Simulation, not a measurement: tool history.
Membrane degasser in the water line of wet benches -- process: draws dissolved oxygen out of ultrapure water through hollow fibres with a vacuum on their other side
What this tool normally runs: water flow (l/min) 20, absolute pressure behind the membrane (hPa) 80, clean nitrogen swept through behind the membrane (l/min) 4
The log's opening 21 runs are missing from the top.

run	hour	water flow (l/min)	absolute pressure behind the membrane (hPa)	clean nitrogen swept through behind the membrane (l/min)	dissolved oxygen in the water behind the degasser (ppb)	pressure that the water loses in the fibres (hPa)
# hour 936.8: vacuum gauge calibrated
22	964.7	31	56.9	11.86	56.7	431.2
23	1013.7	13	80	9.81	16.5	180.6
24	1045.5	13	80	9.81	16.2	181.8
# hour 1071.1: gauge calibrated
25	1086.7	16	119.6	9.81	37.3	218.7
26	1144.3	16	119.6	9.81	37.2	219.9
27	1193.9	16	119.6	9.81	37.3	219.4
28	1232	31	163.7	6.92	181.3	425.2
29	1266.9	18	122.7	6.34	65.7	248.2
30	1320.2	17	185.8	4	159.9	233.7
31	1376	14	67.5	2.9	42.4	193
32	1442.5	30	80	4	120.7	413.6

4 ways to go on from here, each from the tool as it stands after run 32. What would each give?
A	1490.2	19	121.9	4	?	?
B	1490.2	13	83.6	2.49	?	?
C	1490.2	14	80	2.36	?	?
D	1490.2	24	80	4	?	?

run	dissolved oxygen in the water behind the degasser (ppb)	pressure that the water loses in the fibres (hPa)
A	108.5	260.5
B	65.7	180
C	69.5	194.1
D	82.9	330.7
Had the tool no hidden state, the same runs would have come out as:
run	dissolved oxygen in the water behind the degasser (ppb)	pressure that the water loses in the fibres (hPa)
A	108.5	258.8
B	65.7	178.8
C	69.4	192.8
D	82.8	328.5
